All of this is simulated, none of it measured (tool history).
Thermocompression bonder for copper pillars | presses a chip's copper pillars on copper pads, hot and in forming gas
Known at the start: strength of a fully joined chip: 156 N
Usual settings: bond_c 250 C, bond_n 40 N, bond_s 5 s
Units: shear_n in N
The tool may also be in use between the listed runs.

| run | hour | bond_c | bond_n | bond_s | shear_n |
|---|---|---|---|---|---|
| 1 | 0.0 | 250 | 40 | 5 | 104.7 |
| 2 | 54.4 | 250 | 40 | 5 | 102.9 |
| 3 | 124.3 | 250 | 40 | 5 | 102.5 |
| 4 | 163.9 | 250 | 37 | 5 | 99.2 |
| 5 | 232.1 | 250 | 37 | 5 | 99.8 |
| 6 | 271.0 | 250 | 24 | 5 | 72.4 |
| 7 | 303.4 | 240 | 26 | 3 | 53.7 |
| 8 | 336.0 | 250 | 60 | 5 | 123.3 |
| 9 | 409.6 | 258 | 34 | 5 | 102.6 |
| 10 | 489.4 | 237 | 32 | 4 | 69.4 |
|  | 526.8 | heater calibrated with a thermocouple chip |
| 11 | 557.4 | 250 | 34 | 3 | 70.7 |
| 12 | 629.2 | 255 | 27 | 9 | 92.9 |

Forecast each of these 5 alternatives for the next run:
| A | 693.1 | 250 | 32 | 11 | ? |
| B | 693.1 | 255 | 37 | 9 | ? |
| C | 693.1 | 250 | 41 | 5 | ? |
| D | 693.1 | 237 | 33 | 5 | ? |
| E | 693.1 | 250 | 58 | 4 | ? |

| run | shear_n |
|---|---|
| A | 103.6 |
| B | 109.1 |
| C | 94.2 |
| D | 66.9 |
| E | 108.5 |
Without the tool's hidden state the same runs would have given:
| run | shear_n |
|---|---|
| A | 107.2 |
| B | 113.2 |
| C | 97.4 |
| D | 68.8 |
| E | 112.5 |
